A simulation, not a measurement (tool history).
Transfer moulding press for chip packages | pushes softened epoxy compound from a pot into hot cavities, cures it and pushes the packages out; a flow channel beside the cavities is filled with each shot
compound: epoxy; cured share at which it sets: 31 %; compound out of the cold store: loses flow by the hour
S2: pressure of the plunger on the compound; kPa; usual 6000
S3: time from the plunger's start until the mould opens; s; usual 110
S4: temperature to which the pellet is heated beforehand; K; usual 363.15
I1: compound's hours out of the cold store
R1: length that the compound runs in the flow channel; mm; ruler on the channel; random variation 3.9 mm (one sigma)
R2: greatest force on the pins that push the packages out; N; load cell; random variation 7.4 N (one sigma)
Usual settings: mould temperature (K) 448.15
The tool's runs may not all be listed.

Run 1, hour 0: usual settings; I1 39.9. Result: R1 542 mm, R2 421 N.
At hour 6.8: cavities cleaned with cleaning compound and waxed.
Run 2, hour 13.3: usual settings but S2 7420 kPa; I1 24.7. Result: R1 663 mm, R2 453 N.
Run 3, hour 18.6: usual settings; I1 12.1. Result: R1 635 mm, R2 484 N.
Run 4, hour 30.4: usual settings; I1 22.4. Result: R1 604 mm, R2 487 N.
Run 5, hour 41.9: usual settings; I1 28.7. Result: R1 577 mm, R2 486 N.
At hour 47.1: cavities cleaned with cleaning compound and waxed, once more.
Run 6, hour 49.3: usual settings; I1 43.3. Result: R1 538 mm, R2 326 N.
Run 7, hour 56.1: usual settings; I1 44.6. Result: R1 529 mm, R2 350 N.
Run 8, hour 63.6: usual settings; I1 45.4. Result: R1 523 mm, R2 354 N.
Run 9, hour 69.4: usual settings; I1 14.5. Result: R1 620 mm, R2 371 N.
Run 10, hour 78.9: usual settings; I1 41. Result: R1 539 mm, R2 391 N.
Run 11, hour 85.4: usual settings but mould temperature (K) 449.15; I1 24.3. Result: R1 589 mm, R2 409 N.
Run 12, hour 95.2: usual settings but mould temperature (K) 449.15; I1 10.7. Result: R1 643 mm, R2 438 N.
At hour 102.8: cavities cleaned with cleaning compound and waxed.
Run 13, hour 106.3: usual settings but mould temperature (K) 449.15; I1 23.7. Result: R1 588 mm, R2 329 N.
Run 14, hour 117: usual settings but mould temperature (K) 454.15, S2 7090 kPa, S3 94 s; I1 27.1. Result: R1 611 mm, R2 335 N.
Run 15, hour 126: usual settings but mould temperature (K) 454.15, S2 7090 kPa, S3 94 s; I1 41.4. Result: R1 565 mm, R2 369 N.
Run 16, hour 135.4: usual settings but mould temperature (K) 443.15, S2 5720 kPa, S3 114 s; I1 35.8. Result: R1 554 mm, R2 440 N.
At hour 146.8: plunger's sealing rings changed.
Run 17, hour 149: usual settings but mould temperature (K) 443.15, S2 5720 kPa, S3 114 s; I1 23.8. Result: R1 609 mm, R2 469 N.
At hour 160.9: cavities cleaned with cleaning compound and waxed.
Run 18, hour 162.3: usual settings but mould temperature (K) 449.15, S2 7430 kPa, S3 142 s, S4 364.15 K; I1 31.4. Result: R1 654 mm, R2 300 N.
Run 19, hour 167.6: usual settings but mould temperature (K) 447.15, S2 4820 kPa; I1 11.9. Result: R1 587 mm, R2 350 N.
Run 20, hour 174.1: usual settings but mould temperature (K) 447.15, S2 4820 kPa; I1 25.5. Result: R1 549 mm, R2 353 N.
Run 21, hour 180.5: usual settings but mould temperature (K) 444.15, S2 5980 kPa, S4 366.15 K; I1 28.1. Result: R1 603 mm, R2 425 N.
Run 22, hour 189.5: usual settings but mould temperature (K) 444.15, S2 4840 kPa, S3 121 s, S4 366.15 K; I1 22.5. Result: R1 557 mm, R2 402 N.
Run 23, hour 200.3: usual settings but mould temperature (K) 444.15, S2 4840 kPa, S3 121 s, S4 366.15 K; I1 28.4. Result: R1 546 mm, R2 423 N.
Run 24, hour 207.7: usual settings but mould temperature (K) 444.15, S2 4840 kPa, S3 148 s; I1 32.1. Result: R1 532 mm, R2 404 N.
At hour 216.5: cavities cleaned with cleaning compound and waxed.
Run 25, hour 219.3: usual settings but S2 6490 kPa, S4 366.15 K; I1 9.4. Result: R1 688 mm, R2 328 N.

Forecast each of these 3 alternatives for the next run:
Run A, hour 224.4: usual settings but S2 6180 kPa, S4 355.15 K; I1 14.5. Result: R1 ?, R2 ?.
Run B, hour 224.4: usual settings but S3 102 s, S4 356.15 K; I1 43.5. Result: R1 ?, R2 ?.
Run C, hour 224.4: usual settings but S2 6490 kPa, S4 372.15 K; I1 9.7. Result: R1 ?, R2 ?.

run   R1   R2
  A  648  364
  B  549  343
  C  683  336
Without the tool's hidden state the same runs would have given:
run   R1   R2
  A  653  334
  B  554  314
  C  689  308
